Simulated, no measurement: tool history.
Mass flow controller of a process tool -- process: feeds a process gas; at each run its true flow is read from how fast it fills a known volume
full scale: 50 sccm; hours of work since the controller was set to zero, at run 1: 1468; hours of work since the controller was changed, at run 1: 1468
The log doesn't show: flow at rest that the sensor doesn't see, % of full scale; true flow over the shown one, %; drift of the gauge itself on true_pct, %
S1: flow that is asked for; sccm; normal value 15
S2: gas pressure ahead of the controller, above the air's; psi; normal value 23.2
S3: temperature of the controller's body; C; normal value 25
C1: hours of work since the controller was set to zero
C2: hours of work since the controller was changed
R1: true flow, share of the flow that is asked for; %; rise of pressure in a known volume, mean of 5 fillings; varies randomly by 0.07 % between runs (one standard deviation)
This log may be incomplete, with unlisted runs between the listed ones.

run 1 hour=0 | S1=15 S2=23.2 S3=25 | C1=1468 C2=1468 | R1=99.22
run 2 hour=296.7 | S1=15 S2=23.2 S3=25 | C1=1697 C2=1697 | R1=99.21
run 3 hour=764.1 | S1=15 S2=23.2 S3=25 | C1=2058 C2=2058 | R1=99.35
run 4 hour=1078.6 | S1=15 S2=23.2 S3=25 | C1=2301 C2=2301 | R1=99.56
run 5 hour=1342 | S1=11 S2=23.2 S3=25 | C1=2505 C2=2505 | R1=99.57
run 6 hour=1823.6 | S1=11 S2=23.2 S3=25 | C1=2877 C2=2877 | R1=99.75
run 7 hour=2029.2 | S1=15 S2=23.2 S3=25 | C1=3036 C2=3036 | R1=99.78
run 8 hour=2345.3 | S1=15 S2=23.2 S3=25 | C1=3280 C2=3280 | R1=100.01
run 9 hour=2809 | S1=15 S2=23.2 S3=25 | C1=3639 C2=3639 | R1=100.02
run 10 hour=3213.4 | S1=5 S2=23.2 S3=25 | C1=3951 C2=3951 | R1=101.34
run 11 hour=3680.4 | S1=42 S2=23.2 S3=25 | C1=4312 C2=4312 | R1=101.23
run 12 hour=3912.7 | S1=42 S2=23.2 S3=25 | C1=4492 C2=4492 | R1=101.29
run 13 hour=4365.3 | S1=42 S2=23.2 S3=25 | C1=4842 C2=4842 | R1=101.42
run 14 hour=4777.6 | S1=42 S2=23.2 S3=25 | C1=5160 C2=5160 | R1=101.55
run 15 hour=5183.7 | S1=42 S2=23.2 S3=25 | C1=5474 C2=5474 | R1=101.51
-- hour=5350.1 controller's zero set anew
run 16 hour=5504.4 | S1=15 S2=24.2 S3=28 | C1=119 C2=5722 | R1=99.78
run 17 hour=5811 | S1=15 S2=23.2 S3=26 | C1=356 C2=5959 | R1=99.83
-- hour=5949.5 controller exchanged for a calibrated one
run 18 hour=6297.3 | S1=15 S2=23.2 S3=26 | C1=269 C2=269 | R1=98.38
run 19 hour=6758.2 | S1=15 S2=23.2 S3=25 | C1=625 C2=625 | R1=98.42
run 20 hour=6965.7 | S1=15 S2=40 S3=29 | C1=785 C2=785 | R1=97.99
run 21 hour=7216.3 | S1=31 S2=32.5 S3=34 | C1=979 C2=979 | R1=99.54
run 22 hour=7663.7 | S1=42 S2=29.9 S3=25 | C1=1325 C2=1325 | R1=99.71

What if the next run were any one of these 3? Each begins from the tool's condition after run 22:
run A hour=7993.4 | S1=11 S2=34.5 S3=20 | C1=1580 C2=1580 | R1=?
run B hour=7993.4 | S1=15 S2=23.2 S3=29 | C1=1580 C2=1580 | R1=?
run C hour=7993.4 | S1=15 S2=32.1 S3=29 | C1=1580 C2=1580 | R1=?

run=A R1=97.93
run=B R1=99.06
run=C R1=98.78
What these runs would have given with no unlogged condition in the tool:
run=A R1=97.13
run=B R1=98.42
run=C R1=98.14
